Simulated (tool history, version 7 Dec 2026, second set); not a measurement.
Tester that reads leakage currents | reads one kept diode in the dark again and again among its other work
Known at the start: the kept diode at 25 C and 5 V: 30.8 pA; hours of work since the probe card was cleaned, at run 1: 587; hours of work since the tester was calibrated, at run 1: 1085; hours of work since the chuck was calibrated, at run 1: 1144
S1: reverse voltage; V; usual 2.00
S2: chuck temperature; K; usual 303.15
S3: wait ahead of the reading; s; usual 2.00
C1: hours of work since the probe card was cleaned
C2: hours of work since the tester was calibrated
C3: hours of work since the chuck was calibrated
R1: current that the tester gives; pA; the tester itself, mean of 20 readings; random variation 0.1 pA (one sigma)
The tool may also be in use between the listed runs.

run,hour,S1,S2,S3,C1,C2,C3,R1
1,0.0,2.00,303.15,2.00,587,1085,1144,27.98
2,98.7,2.00,303.15,2.00,635,1132,1191,28.06
3,157.2,8.90,303.15,2.00,663,1160,1219,57.46
4,222.4,8.90,303.15,2.00,694,1191,1250,57.60
5,277.5,8.90,303.15,2.00,720,1217,1277,57.75
6,388.6,8.90,303.15,2.00,773,1270,1330,57.23
# hour 399.2: tester calibrated
7,510.8,1.60,324.15,6.38,830,53,1387,109.34
8,628.1,2.48,316.15,0.39,886,109,1443,78.04
9,709.0,2.48,316.15,0.39,925,148,1482,78.08
# hour 780.1: tester calibrated, once more
10,829.7,2.00,303.15,0.78,982,24,1539,27.87
11,898.1,1.29,303.15,2.76,1014,56,1571,22.37
12,1004.6,3.79,300.15,6.36,1065,107,1622,30.30

Some steps in R1 between neighbouring runs. How much of each would the tool show without its hidden state too (settings, what came in, random variation), and how much is left for the hidden state, with any gauge scatter that isn't in both results?
The hidden state here: stray current of the dirty probe card, pA a volt; current scale over the true one, %; true chuck temperature over the reading, C; drift of the gauge itself on leakage_pa, %.
Run 6 -> 7: S1 8.90 -> 1.60, S2 303.15 -> 324.15, S3 2.00 -> 6.38, tester calibrated. R1 +52.11 pA: hidden state -9.90, all else +62.01.

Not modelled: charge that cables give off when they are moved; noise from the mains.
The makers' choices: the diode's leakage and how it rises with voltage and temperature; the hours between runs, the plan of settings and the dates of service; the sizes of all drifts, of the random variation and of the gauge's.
